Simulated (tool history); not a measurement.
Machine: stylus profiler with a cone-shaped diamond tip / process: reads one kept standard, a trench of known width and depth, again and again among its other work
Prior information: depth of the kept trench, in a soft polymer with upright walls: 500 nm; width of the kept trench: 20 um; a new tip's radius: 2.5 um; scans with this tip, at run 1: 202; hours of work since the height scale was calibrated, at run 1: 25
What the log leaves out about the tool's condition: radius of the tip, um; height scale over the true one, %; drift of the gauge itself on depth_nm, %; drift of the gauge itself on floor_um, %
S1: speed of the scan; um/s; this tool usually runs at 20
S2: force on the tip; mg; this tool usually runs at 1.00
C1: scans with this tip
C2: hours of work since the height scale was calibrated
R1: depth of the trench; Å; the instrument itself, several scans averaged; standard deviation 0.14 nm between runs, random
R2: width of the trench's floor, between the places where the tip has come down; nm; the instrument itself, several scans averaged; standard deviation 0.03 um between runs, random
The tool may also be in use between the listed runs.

run	hour	S1	S2	C1	C2	R1	R2
1	0.0	20	1.00	202	25	5017.7	16940
2	15.0	20	1.00	279	35	5016.5	16940
3	26.3	20	1.00	337	42	5018.8	16930
4	41.5	20	1.00	416	52	5016.3	16940
5	48.2	20	1.00	450	56	5016.8	16930
6	57.0	20	1.00	495	62	5016.0	16940
7	68.5	20	1.00	554	69	5017.4	16940
8	80.6	30	1.00	616	77	5017.1	16900
9	90.3	30	1.00	666	83	5017.1	16960
10	103.8	20	1.04	736	92	5017.2	16880
# hour 105.2: height scale calibrated on a step standard
11	113.7	20	1.04	784	5	5017.6	16900
12	122.4	20	1.31	829	11	5020.5	16880
13	138.2	20	1.31	910	21	5022.2	16920
14	146.5	20	1.31	953	26	5017.2	16880
15	157.4	20	1.00	1009	33	5016.3	16850
16	165.1	20	1.00	1048	38	5014.8	16930
# hour 173.1: height scale calibrated on a step standard, once more
17	175.1	30	1.67	1097	1	5017.8	16790
18	190.1	18	1.91	1174	11	5024.7	16860
19	200.0	19	1.23	1225	17	5015.9	16780
20	213.4	18	0.40	1294	26	5008.1	16820
21	220.3	62	0.94	1330	30	5015.0	16670
22	233.9	69	0.91	1399	39	5012.8	16660
23	249.7	69	0.91	1480	49	5013.6	16660
24	264.8	69	0.98	1558	59	5013.7	16700
25	272.4	69	0.98	1597	64	5013.6	16680
26	283.7	46	0.89	1655	71	5013.5	16720
27	291.7	48	0.48	1696	76	5008.2	16630
28	301.9	10	1.58	1749	82	5019.4	16870
29	308.2	61	2.68	1781	87	5031.3	16740
30	318.0	78	1.43	1831	93	5015.3	16650
31	331.8	78	1.43	1903	102	5017.5	16640

Below are 4 alternative next runs, each starting from the tool's condition after run 31. Predict each:
A	344.5	39	1.33	1968	110	?	?
B	344.5	26	0.50	1968	110	?	?
C	344.5	11	0.59	1968	110	?	?
D	344.5	12	1.24	1968	110	?	?

run	R1	R2
A	5018.0	16730
B	5008.6	16720
C	5008.6	16810
D	5015.2	16810
With no hidden state in the tool, these same runs would have given:
run	R1	R2
A	5019.7	16890
B	5010.2	16880
C	5010.3	16970
D	5016.9	16970
